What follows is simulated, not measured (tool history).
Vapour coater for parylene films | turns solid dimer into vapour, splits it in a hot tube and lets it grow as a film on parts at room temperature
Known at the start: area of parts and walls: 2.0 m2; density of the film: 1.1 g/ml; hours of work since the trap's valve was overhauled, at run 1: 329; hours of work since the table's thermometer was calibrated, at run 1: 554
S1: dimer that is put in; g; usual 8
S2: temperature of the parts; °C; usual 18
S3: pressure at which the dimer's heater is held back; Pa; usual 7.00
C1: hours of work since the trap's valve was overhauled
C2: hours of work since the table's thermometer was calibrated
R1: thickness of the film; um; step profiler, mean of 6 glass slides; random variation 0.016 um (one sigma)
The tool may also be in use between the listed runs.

| run | hour | S1 | S2 | S3 | C1 | C2 | R1 |
|---|---|---|---|---|---|---|---|
| 1 | 0.0 | 8 | 18 | 7.00 | 329 | 554 | 1.50 |
| 2 | 35.8 | 8 | 18 | 7.00 | 348 | 572 | 1.48 |
|  | 51.2 | trap's valve overhauled |
| 3 | 67.1 | 8 | 18 | 3.38 | 8 | 587 | 1.73 |
| 4 | 89.0 | 8 | 24 | 7.00 | 20 | 599 | 1.21 |
| 5 | 126.1 | 8 | 24 | 7.00 | 40 | 618 | 1.23 |
| 6 | 146.9 | 7 | 18 | 7.00 | 51 | 629 | 1.28 |
|  | 182.4 | trap's valve overhauled, once more |
| 7 | 188.5 | 7 | 18 | 5.61 | 3 | 649 | 1.44 |
| 8 | 209.5 | 8 | 18 | 6.89 | 14 | 660 | 1.58 |
| 9 | 243.3 | 8 | 22 | 6.89 | 32 | 678 | 1.41 |
| 10 | 271.0 | 8 | 18 | 7.00 | 47 | 693 | 1.59 |
| 11 | 291.6 | 8 | 18 | 7.00 | 58 | 704 | 1.58 |
| 12 | 318.6 | 8 | 18 | 7.00 | 72 | 718 | 1.56 |
| 13 | 352.0 | 8 | 18 | 7.00 | 90 | 736 | 1.56 |
| 14 | 375.1 | 7 | 18 | 7.00 | 102 | 748 | 1.39 |
| 15 | 390.8 | 8 | 18 | 7.00 | 111 | 756 | 1.58 |
| 16 | 415.9 | 8 | 18 | 7.00 | 124 | 770 | 1.54 |
| 17 | 434.3 | 8 | 18 | 7.00 | 134 | 780 | 1.57 |
| 18 | 460.4 | 5 | 18 | 7.00 | 147 | 793 | 0.97 |
| 19 | 477.4 | 5 | 18 | 7.00 | 156 | 802 | 0.97 |
| 20 | 499.0 | 5 | 18 | 7.00 | 168 | 814 | 0.95 |
| 21 | 522.6 | 8 | 18 | 3.43 | 180 | 826 | 1.78 |
| 22 | 556.2 | 8 | 18 | 3.43 | 198 | 844 | 1.73 |
| 23 | 591.4 | 8 | 18 | 3.43 | 217 | 863 | 1.78 |
| 24 | 609.8 | 8 | 10 | 8.19 | 227 | 873 | 1.90 |
| 25 | 627.9 | 8 | 18 | 3.91 | 236 | 882 | 1.73 |
| 26 | 649.7 | 8 | 19 | 5.27 | 248 | 894 | 1.57 |
| 27 | 666.4 | 8 | 19 | 5.27 | 257 | 903 | 1.58 |
| 28 | 687.5 | 8 | 16 | 3.29 | 268 | 914 | 1.86 |
| 29 | 704.8 | 9 | 27 | 3.29 | 277 | 923 | 1.53 |
| 30 | 738.1 | 9 | 27 | 3.29 | 295 | 941 | 1.50 |
| 31 | 773.4 | 9 | 26 | 4.32 | 313 | 959 | 1.48 |
| 32 | 809.7 | 9 | 26 | 4.32 | 333 | 979 | 1.46 |
| 33 | 832.0 | 9 | 26 | 4.32 | 344 | 990 | 1.45 |
|  | 853.9 | trap's valve overhauled |
| 34 | 868.3 | 11 | 16 | 2.27 | 8 | 1008 | 2.93 |
| 35 | 888.2 | 11 | 16 | 2.27 | 18 | 1018 | 2.90 |
| 36 | 922.4 | 8 | 25 | 7.00 | 36 | 1036 | 1.31 |
| 37 | 959.3 | 8 | 20 | 7.00 | 56 | 1056 | 1.49 |
| 38 | 994.1 | 3 | 14 | 11.98 | 74 | 1074 | 0.60 |
| 39 | 1023.9 | 8 | 29 | 3.66 | 90 | 1090 | 1.28 |
| 40 | 1056.2 | 8 | 29 | 3.66 | 107 | 1107 | 1.29 |
| 41 | 1089.5 | 8 | 29 | 7.16 | 125 | 1125 | 1.14 |
| 42 | 1113.9 | 5 | 29 | 7.16 | 138 | 1138 | 0.69 |
| 43 | 1150.8 | 5 | 29 | 7.16 | 157 | 1157 | 0.69 |
| 44 | 1187.1 | 7 | 12 | 7.00 | 177 | 1177 | 1.63 |

Hidden state at the last listed run before each entry between runs and at the first one after, where it differs:
Between runs 2 and 3: trap's valve overhauled (hour 51.2)
  vapour lost through the trap's worn valve, %: 7.1 -> 8.2
  measured less the result without the state, R1: -0.10 -> -0.14 um
Between runs 6 and 7: trap's valve overhauled, once more (hour 182.4)
  vapour lost through the trap's worn valve, %: 9 -> 0.3
  measured less the result without the state, R1: -0.12 -> +0.00 um
Between runs 33 and 34: trap's valve overhauled (hour 853.9)
  vapour lost through the trap's worn valve, %: 6.7 -> 0.8; true temperature of the parts over the reading, C: -0.35 -> -0.36
  measured less the result without the state, R1: -0.09 -> +0.01 um
